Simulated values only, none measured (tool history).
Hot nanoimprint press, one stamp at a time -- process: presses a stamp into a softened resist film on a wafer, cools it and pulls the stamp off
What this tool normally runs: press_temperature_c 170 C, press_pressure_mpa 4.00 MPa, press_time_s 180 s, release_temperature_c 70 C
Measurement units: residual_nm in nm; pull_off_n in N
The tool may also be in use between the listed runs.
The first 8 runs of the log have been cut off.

| run | hour | press_temperature_c | press_pressure_mpa | press_time_s | release_temperature_c | hours of work since the thermocouple was calibrated | imprints on the stamp's release coat | hours of work since the press's seals were changed | residual_nm | pull_off_n |
|---|---|---|---|---|---|---|---|---|---|---|
| 9 | 55.3 | 170 | 4.00 | 180 | 70 | 53 | 375 | 219 | 203.0 | 168 |
| 10 | 62.0 | 170 | 4.00 | 180 | 70 | 59 | 411 | 225 | 203.6 | 166 |
| 11 | 66.2 | 178 | 4.00 | 180 | 70 | 62 | 434 | 228 | 160.1 | 163 |
| 12 | 74.5 | 178 | 4.00 | 182 | 70 | 68 | 479 | 234 | 159.3 | 167 |
| 13 | 79.5 | 178 | 4.00 | 182 | 70 | 72 | 505 | 238 | 157.7 | 171 |
| 14 | 83.7 | 178 | 4.00 | 182 | 70 | 75 | 528 | 241 | 158.3 | 163 |
| 15 | 87.6 | 170 | 4.00 | 180 | 70 | 78 | 550 | 244 | 203.1 | 163 |
| 16 | 95.0 | 170 | 4.00 | 180 | 70 | 84 | 590 | 250 | 201.8 | 174 |
| 17 | 103.8 | 170 | 4.33 | 180 | 65 | 91 | 637 | 257 | 194.7 | 183 |
| 18 | 111.4 | 170 | 4.33 | 180 | 75 | 97 | 678 | 263 | 193.5 | 162 |
| 19 | 120.2 | 170 | 4.33 | 164 | 77 | 104 | 726 | 270 | 201.2 | 156 |
| 20 | 127.4 | 170 | 5.38 | 97 | 70 | 109 | 765 | 275 | 214.7 | 181 |
| 21 | 135.8 | 170 | 5.38 | 97 | 70 | 116 | 811 | 282 | 216.9 | 177 |
| 22 | 142.7 | 170 | 5.38 | 94 | 70 | 121 | 848 | 287 | 216.3 | 177 |
| 23 | 151.6 | 181 | 5.38 | 94 | 67 | 128 | 896 | 294 | 159.3 | 194 |

Run 24 comes next. What will it give?
| 24 | 160.0 | 181 | 5.38 | 94 | 67 | 134 | 941 | 300 | ? | ? |

residual_nm: 159.3 nm
pull_off_n: 189 N
On a tool with no hidden condition, and with the same random variation, this run would have come out at residual_nm 160.0 nm, pull_off_n 152 N.
